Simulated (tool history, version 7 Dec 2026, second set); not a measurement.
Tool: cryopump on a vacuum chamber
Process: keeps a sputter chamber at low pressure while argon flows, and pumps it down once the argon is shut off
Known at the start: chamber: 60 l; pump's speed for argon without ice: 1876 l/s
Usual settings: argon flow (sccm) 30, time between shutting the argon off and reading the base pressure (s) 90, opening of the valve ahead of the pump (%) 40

run,hour,argon flow (sccm),time between shutting the argon off and reading the base pressure (s),opening of the valve ahead of the pump (%),pressure while argon flows (Pa),pressure after the wait (uPa)
1,0,30,90,40,0.0707,0.67
2,7.4,30,90,40,0.0704,0.66
3,14,30,90,40,0.071,0.69
4,25.1,30,90,40,0.0712,0.68
5,35.2,30,90,40,0.0702,0.69
6,51.2,30,90,40,0.0712,0.67
7,60.4,30,90,40,0.0706,0.67
8,71.6,47,90,40,0.1109,0.69
9,79.3,30,90,40,0.0705,0.75
10,89.2,30,90,40,0.0715,0.68
11,96.4,30,90,40,0.071,0.67
12,106.9,30,90,40,0.0702,0.75
13,122,30,90,40,0.0722,0.69
14,132.4,27,142,25,0.1009,0.49
15,144.9,46,29,40,0.112,1.8
16,160.3,48,135,40,0.115,0.51
17,167.9,21,61,33,0.061,0.91
18,182,48,99,20,0.2239,0.68
19,191.4,43,113,40,0.1043,0.61
20,207.5,30,210,31,0.092,0.47
21,219.9,30,210,31,0.0922,0.43
22,233.4,56,144,31,0.1737,0.55

Forecast each of these 4 alternatives for the next run:
A,247.5,30,90,21,?,?
B,247.5,56,54,31,?,?
C,247.5,14,43,42,?,?
D,247.5,44,133,19,?,?

run,pressure while argon flows (Pa),pressure after the wait (uPa)
A,0.1343,0.74
B,0.1727,1.08
C,0.0333,1.29
D,0.2148,0.54
Without the tool's hidden state the same runs would have given:
run,pressure while argon flows (Pa),pressure after the wait (uPa)
A,0.1289,0.68
B,0.1626,1.02
C,0.0307,1.23
D,0.2069,0.48
